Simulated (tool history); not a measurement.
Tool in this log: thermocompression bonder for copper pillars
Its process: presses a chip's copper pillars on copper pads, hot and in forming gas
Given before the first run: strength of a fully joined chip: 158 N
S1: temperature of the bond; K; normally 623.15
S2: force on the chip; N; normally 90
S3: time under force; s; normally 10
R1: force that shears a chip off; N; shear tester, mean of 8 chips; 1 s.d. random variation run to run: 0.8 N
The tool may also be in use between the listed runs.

run,hour,S1,S2,S3,R1
1,0.0,623.15,90,10,61.1
2,9.2,623.15,90,10,61.5
3,18.9,623.15,90,10,60.8
4,24.6,623.15,90,10,60.5
5,28.9,623.15,90,10,59.4
6,37.9,623.15,90,10,62.3
7,45.6,623.15,90,10,59.9
8,53.7,623.15,90,10,59.0
9,59.7,623.15,90,10,60.1
10,68.0,623.15,90,10,61.0
11,72.6,596.15,90,10,45.7
12,78.1,596.15,90,10,45.0
13,88.1,596.15,90,10,46.4
14,95.1,596.15,90,10,45.2
15,105.6,596.15,90,10,44.9
# hour 107.8: force cell calibrated
16,115.1,596.15,90,10,45.3
17,119.6,623.15,66,10,48.0
18,125.8,623.15,90,10,57.3
19,131.3,623.15,128,10,72.1
20,136.7,622.15,90,10,58.0
21,144.0,612.15,60,23,55.6
22,149.2,612.15,60,23,54.0
23,154.8,612.15,60,23,54.8
# hour 157.1: forming gas filter changed
# hour 164.5: force cell calibrated, once more
24,164.8,623.15,90,11,69.0
25,172.6,623.15,90,11,67.7
26,177.6,623.15,101,10,70.7
27,185.5,639.15,90,23,97.6
28,190.7,639.15,90,23,98.2
29,197.2,639.15,90,28,104.2
30,206.5,639.15,90,28,102.9
31,215.9,623.15,90,13,71.9
32,221.2,652.15,103,18,104.3
33,225.6,612.15,111,10,65.3
34,235.9,603.15,89,8,47.3
35,245.2,613.15,90,10,57.9
36,254.3,620.15,90,5,49.2
37,260.7,601.15,90,8,47.4
38,265.0,601.15,90,8,46.6
39,270.8,632.15,66,12,61.5

Each row is a separate what-if for the run after 39, all from the same tool condition, not one after another. Results?
A,278.0,638.15,66,22,?
B,278.0,623.15,60,8,?
C,278.0,632.15,82,12,?
D,278.0,631.15,129,7,?

run,R1
A,81.2
B,44.7
C,71.0
D,72.6
Without the tool's unlogged condition, the same runs would have read:
run,R1
A,83.8
B,46.1
C,73.2
D,74.9

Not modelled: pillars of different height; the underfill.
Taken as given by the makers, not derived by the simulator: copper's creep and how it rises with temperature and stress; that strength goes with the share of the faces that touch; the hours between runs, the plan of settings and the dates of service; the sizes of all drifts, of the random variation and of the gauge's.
